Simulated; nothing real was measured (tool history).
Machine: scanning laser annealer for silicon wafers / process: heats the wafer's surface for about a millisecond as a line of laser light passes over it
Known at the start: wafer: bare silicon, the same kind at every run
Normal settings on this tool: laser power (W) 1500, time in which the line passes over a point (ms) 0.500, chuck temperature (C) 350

run   hour  laser power (W)  time in which the line passes over a point (ms)  chuck temperature (C)  highest temperature of the surface (C)
  1    0.0             1500                                            0.500                    350                                    1115
  2   38.7             1500                                            0.500                    350                                    1131
  3   80.2             1500                                            0.500                    350                                    1127
  4  106.5             1500                                            0.500                    350                                    1126
  5  152.8             1520                                            0.500                    350                                    1138
  6  177.2             1520                                            0.500                    350                                    1137
  7  214.5             1520                                            0.500                    350                                    1135
  8  260.5             1394                                            0.500                    350                                    1065
  9  293.2             1394                                            0.500                    350                                    1063
 10  329.1             1394                                            0.500                    350                                    1066
 11  372.7             1394                                            0.404                    372                                     999
 12  413.1             1636                                            0.417                    388                                    1154
 13  445.5             1500                                            0.497                    364                                    1123
 14  487.6             1374                                            0.500                    358                                    1046
 15  519.6             1399                                            0.473                    315                                     997
 16  544.2             1399                                            0.473                    315                                     993
 17  576.6             1442                                            0.473                    383                                    1087
 18  611.6             1585                                            0.500                    350                                    1157

Between the runs listed above, the log contained 3 entries, not reproduced here. Where in the sequence does each belong, and how does what the log doesn't record of the tool's condition differ from the listed run before to the listed run after?
After run 1, before run 2: optics aligned, line set to its width (hour 17.5)
  light that passes the window, % of a clean one's: 99.46 -> 99.41; laser's true power over the reading, %: 0.97 -> 0.99; width of the line over the set one, %: 3.48 -> 0.11
  measured value less the no-hidden-state value, highest temperature of the surface (C): -10 -> +3
After run 7, before run 8: laser's power meter calibrated (hour 220.9)
  light that passes the window, % of a clean one's: 99.12 -> 99.04; laser's true power over the reading, %: 1.08 -> 1.26; width of the line over the set one, %: 0.55 -> 0.66
  measured value less the no-hidden-state value, highest temperature of the surface (C): +0 -> +0
After run 12, before run 13: laser's power meter calibrated, once more (hour 424.4)
  light that passes the window, % of a clean one's: 98.79 -> 98.75; laser's true power over the reading, %: 1.34 -> 0.19; width of the line over the set one, %: 1.02 -> 1.1
  measured value less the no-hidden-state value, highest temperature of the surface (C): -4 -> -13
